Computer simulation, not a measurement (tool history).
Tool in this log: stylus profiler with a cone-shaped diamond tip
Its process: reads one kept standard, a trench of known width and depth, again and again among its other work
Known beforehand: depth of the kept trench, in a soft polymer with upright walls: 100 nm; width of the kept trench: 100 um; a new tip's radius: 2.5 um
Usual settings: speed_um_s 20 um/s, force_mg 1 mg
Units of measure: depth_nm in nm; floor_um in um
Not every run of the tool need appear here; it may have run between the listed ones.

run,day,speed_um_s,force_mg,depth_nm,floor_um
1,0,20,1,100.61,98.39
2,3.096,20,1,100.59,98.41
3,4.783,20,0.68,100.46,98.35
4,7.271,20,0.68,100.49,98.41
5,10.625,20,0.68,100.46,98.35
6,13.25,20,0.68,100.43,98.3
7,16.2,22,0.8,100.52,98.34
8,18.358,57,0.8,100.58,97.96
9,20.121,16,1.77,100.93,98.45
10,23.575,16,1.77,100.97,98.48
11,25.604,19,2.94,101.25,98.51
# day 27.067: height scale calibrated on a step standard
12,27.233,16,0.87,100.62,98.46

Consider 3 possible next runs. They are alternatives, not a sequence: every one starts from the tool as it was left by run 12. What does each give?
A,29.946,43,1.45,?,?
B,29.946,10,1.07,?,?
C,29.946,20,0.46,?,?

run,depth_nm,floor_um
A,100.81,98.27
B,100.67,98.5
C,100.38,98.35
The same runs, with their run-to-run variation unchanged, on a tool lacking any hidden condition would have given:
run,depth_nm,floor_um
A,100.81,98.28
B,100.67,98.51
C,100.38,98.36
